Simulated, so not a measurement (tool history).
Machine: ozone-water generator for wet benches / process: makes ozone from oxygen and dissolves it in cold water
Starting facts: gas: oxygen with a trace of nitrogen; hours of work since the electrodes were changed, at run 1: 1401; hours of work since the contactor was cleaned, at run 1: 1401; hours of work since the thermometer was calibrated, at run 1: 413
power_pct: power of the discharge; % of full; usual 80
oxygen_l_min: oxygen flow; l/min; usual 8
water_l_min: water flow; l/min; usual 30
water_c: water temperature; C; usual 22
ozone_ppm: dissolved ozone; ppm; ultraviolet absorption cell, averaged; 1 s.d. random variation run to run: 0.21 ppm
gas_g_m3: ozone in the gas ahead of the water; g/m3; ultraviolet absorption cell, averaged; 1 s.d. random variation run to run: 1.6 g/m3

run,hour,power_pct,oxygen_l_min,water_l_min,water_c,hours of work since the electrodes were changed,hours of work since the contactor was cleaned,hours of work since the thermometer was calibrated,ozone_ppm,gas_g_m3
1,0,80,8,30,22,1401,1401,413,31.3,297
2,32.2,80,8,33,22,1431,1431,443,29.3,296.8
3,68.3,80,8,30,22,1466,1466,478,31.4,294.8
4,93.1,80,8,30,22,1489,1489,501,31.6,296.9
5,125.5,80,8,20,22,1520,1520,532,41.5,296.9
6,161.6,80,8,20,22,1555,1555,567,41.7,297.8
7,198.9,80,8,20,22,1590,1590,602,42,296.9
8,232.4,80,8,25,22,1622,1622,634,36.3,297.1
9,258.9,80,10.19,30,22,1647,1647,659,29.6,251
10,279,80,10.19,30,22,1667,1667,679,30.1,251
11,297.4,80,10.19,30,22,1684,1684,696,29.9,252
12,317.5,80,10.19,30,22,1703,1703,715,29.9,254.2
13,336.8,88,8,30,22,1722,1722,734,33.6,319
14,353,80,7.43,30,22,1737,1737,749,32.1,315.7
15,385.2,80,7.43,30,22,1768,1768,780,31.8,315.9
16,405,82,8,30,22,1787,1787,799,32,309.6
17,434.6,80,8,30,22,1815,1815,827,31.1,303.3
18,471.1,80,8,30,22,1850,1850,862,31.7,304.2
19,504.8,80,8,40,20,1882,1882,894,25.4,303.3
20,538.9,80,8,40,20,1914,1914,926,25.2,303.6
21,564.1,60,8.84,36,19,1938,1938,950,22.8,232.8
# hour 577.6: gauge calibrated
22,579.4,60,8.84,36,19,1953,1953,965,23.1,228.3
23,610.1,60,8.84,36,19,1982,1982,994,23.2,227.7
24,643.6,80,7.2,30,22,2014,2014,1026,31.9,317.4
25,671.5,80,6.88,22,22,2041,2041,1053,41.1,331.6
26,699.3,80,6.88,22,22,2067,2067,1079,40.9,328.4
27,719.5,80,8,38,23,2087,2087,1098,25.4,300
28,736.5,88,7.11,19,22,2103,2103,1115,47.8,345
29,757.2,88,7.11,19,22,2123,2123,1134,47.8,342.2
30,786.4,66,8,30,22,2150,2150,1162,27.3,261.4
31,801.7,80,4.57,30,16,2165,2165,1177,35.2,436.7
32,832.4,80,4.57,30,16,2194,2194,1206,36.1,438.5
33,851.7,100,5.46,25,17,2213,2213,1225,47.6,450.2

Each row is a separate what-if for the run after 33, all from the same tool condition, not one after another. Results?
A,876.7,100,4.56,25,17,2236,2236,1248,?,?
B,876.7,47,10.29,25,17,2236,2236,1248,?,?
C,876.7,67,5.46,25,18,2236,2236,1248,?,?

run,ozone_ppm,gas_g_m3
A,48,514.5
B,25.8,177.6
C,35.9,347.8
Had the tool no hidden state, the same runs would have come out as:
run,ozone_ppm,gas_g_m3
A,48.1,507.4
B,25.9,175.1
C,36,343
